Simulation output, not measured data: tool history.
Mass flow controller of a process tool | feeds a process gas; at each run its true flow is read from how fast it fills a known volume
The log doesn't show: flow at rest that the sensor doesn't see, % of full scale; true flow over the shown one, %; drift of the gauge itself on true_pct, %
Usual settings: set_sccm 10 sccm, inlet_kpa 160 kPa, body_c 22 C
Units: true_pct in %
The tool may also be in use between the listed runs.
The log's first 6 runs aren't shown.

run	hour	set_sccm	inlet_kpa	body_c	hours of work since the controller was set to zero	hours of work since the controller was changed	true_pct
7	729.8	10	160	22	545	545	99.70
8	853.3	10	160	22	594	594	99.78
9	932.9	10	160	22	625	625	99.70
10	1010.7	10	160	22	657	657	99.69
11	1150.8	10	160	22	712	712	99.68
12	1293.6	10	178	22	769	769	99.72
13	1395.7	6	160	22	810	810	99.40
14	1499.2	6	160	22	851	851	99.38
15	1654.1	10	160	22	913	913	99.57
16	1735.6	10	160	22	945	945	99.60
17	1823.2	10	160	22	980	980	99.46
18	1954.2	10	160	22	1032	1032	99.60
19	2120.3	7	160	22	1099	1099	99.29
20	2248.7	10	160	32	1150	1150	99.04
21	2364.9	10	160	22	1196	1196	99.45
22	2524.2	10	160	22	1260	1260	99.44
23	2629.6	10	160	22	1302	1302	99.39
24	2712.6	10	160	22	1335	1335	99.48
25	2824.5	14	160	22	1379	1379	99.63
26	2979.6	5	213	37	1441	1441	97.81
27	3137.8	4	213	20	1504	1504	98.22
28	3228.6	2	160	22	1540	1540	96.98
29	3353.3	10	212	32	1590	1590	98.72
30	3474.5	3	160	22	1638	1638	97.86
31	3592.0	9	160	36	1685	1685	98.59

The next listed run, before its measurement:
32	3735.6	4	160	22	1742	1742	?

true_pct: 98.12 %
Without the tool's hidden state the same run would have given true_pct 99.81 %.

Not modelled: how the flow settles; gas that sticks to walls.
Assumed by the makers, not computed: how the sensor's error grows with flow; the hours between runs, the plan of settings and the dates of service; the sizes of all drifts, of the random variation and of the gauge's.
